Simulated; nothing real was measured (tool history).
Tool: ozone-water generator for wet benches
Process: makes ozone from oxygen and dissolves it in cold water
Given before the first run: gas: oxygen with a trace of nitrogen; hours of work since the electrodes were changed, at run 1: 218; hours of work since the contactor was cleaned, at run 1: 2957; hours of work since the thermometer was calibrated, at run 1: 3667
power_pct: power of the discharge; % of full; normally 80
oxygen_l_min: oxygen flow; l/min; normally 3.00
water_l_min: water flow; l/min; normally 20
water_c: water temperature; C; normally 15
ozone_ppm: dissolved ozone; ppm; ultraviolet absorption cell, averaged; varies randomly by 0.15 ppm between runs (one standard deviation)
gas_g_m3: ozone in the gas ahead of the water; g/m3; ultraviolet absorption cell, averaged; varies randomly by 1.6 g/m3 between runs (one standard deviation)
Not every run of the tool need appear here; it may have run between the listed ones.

| run | day | power_pct | oxygen_l_min | water_l_min | water_c | hours of work since the electrodes were changed | hours of work since the contactor was cleaned | hours of work since the thermometer was calibrated | ozone_ppm | gas_g_m3 |
|---|---|---|---|---|---|---|---|---|---|---|
| 1 | 0.000 | 80 | 3.00 | 20 | 15 | 218 | 2957 | 3667 | 18.3 | 299.0 |
| 2 | 3.388 | 80 | 3.00 | 20 | 15 | 286 | 3025 | 3735 | 18.5 | 297.9 |
| 3 | 7.254 | 80 | 3.00 | 13 | 15 | 363 | 3102 | 3812 | 27.5 | 298.5 |
| 4 | 10.383 | 80 | 3.00 | 20 | 15 | 425 | 3164 | 3874 | 18.5 | 297.3 |
| 5 | 15.912 | 80 | 3.00 | 20 | 15 | 535 | 3275 | 3984 | 18.7 | 298.6 |
| 6 | 20.654 | 80 | 3.00 | 20 | 15 | 630 | 3369 | 4079 | 18.5 | 296.2 |
| 7 | 25.096 | 80 | 3.00 | 20 | 15 | 718 | 3458 | 4167 | 18.6 | 300.3 |
| 8 | 28.058 | 80 | 3.00 | 20 | 15 | 778 | 3517 | 4227 | 18.7 | 299.3 |
| 9 | 31.604 | 80 | 3.00 | 20 | 15 | 848 | 3588 | 4297 | 18.6 | 299.2 |
| 10 | 36.233 | 42 | 3.00 | 20 | 15 | 941 | 3680 | 4390 | 10.8 | 171.6 |
|  | 38.717 | water thermometer calibrated |
| 11 | 39.467 | 42 | 3.00 | 20 | 15 | 1005 | 3744 | 15 | 10.7 | 169.5 |
| 12 | 45.942 | 42 | 3.00 | 20 | 15 | 1134 | 3873 | 144 | 10.5 | 172.3 |
| 13 | 48.875 | 42 | 3.00 | 20 | 15 | 1192 | 3932 | 203 | 10.8 | 170.9 |
| 14 | 52.429 | 42 | 3.00 | 20 | 15 | 1263 | 4002 | 273 | 10.7 | 171.3 |
| 15 | 56.821 | 42 | 3.00 | 20 | 15 | 1351 | 4090 | 361 | 10.7 | 170.5 |
| 16 | 63.004 | 42 | 3.00 | 20 | 15 | 1474 | 4213 | 484 | 10.6 | 171.4 |
| 17 | 69.717 | 42 | 3.00 | 20 | 15 | 1608 | 4347 | 618 | 10.6 | 171.6 |
| 18 | 76.288 | 82 | 5.15 | 20 | 15 | 1739 | 4478 | 749 | 22.5 | 255.4 |
| 19 | 81.758 | 80 | 2.86 | 20 | 15 | 1848 | 4587 | 858 | 18.3 | 303.2 |
| 20 | 88.300 | 80 | 2.86 | 26 | 15 | 1978 | 4718 | 989 | 13.8 | 303.5 |
| 21 | 92.317 | 80 | 2.86 | 26 | 15 | 2059 | 4798 | 1069 | 13.8 | 304.4 |
| 22 | 96.279 | 52 | 2.54 | 25 | 8 | 2138 | 4877 | 1148 | 10.1 | 218.6 |
| 23 | 102.121 | 57 | 1.55 | 28 | 11 | 2254 | 4993 | 1264 | 7.2 | 279.6 |
| 24 | 107.200 | 80 | 2.58 | 20 | 19 | 2355 | 5095 | 1366 | 17.0 | 318.3 |
| 25 | 110.046 | 80 | 2.58 | 20 | 19 | 2412 | 5151 | 1422 | 17.0 | 317.8 |
| 26 | 115.067 | 80 | 2.53 | 20 | 22 | 2512 | 5252 | 1523 | 16.5 | 319.7 |
| 27 | 119.854 | 77 | 2.70 | 29 | 8 | 2608 | 5347 | 1618 | 12.3 | 299.7 |
| 28 | 125.225 | 75 | 2.70 | 29 | 8 | 2715 | 5454 | 1725 | 12.1 | 292.8 |
| 29 | 129.004 | 80 | 3.00 | 31 | 15 | 2790 | 5530 | 1800 | 12.0 | 301.6 |
| 30 | 134.171 | 99 | 1.55 | 26 | 20 | 2893 | 5633 | 1904 | 12.1 | 452.0 |
| 31 | 140.208 | 68 | 1.55 | 26 | 20 | 3014 | 5753 | 2024 | 8.9 | 326.9 |
| 32 | 146.912 | 80 | 3.00 | 24 | 21 | 3147 | 5887 | 2158 | 14.7 | 299.0 |

Hidden state at the last listed run before each entry between runs and at the first one after, where it differs:
In the gap between runs 10 and 11: water thermometer calibrated (day 38.717)
  no hidden state differs between the two runs
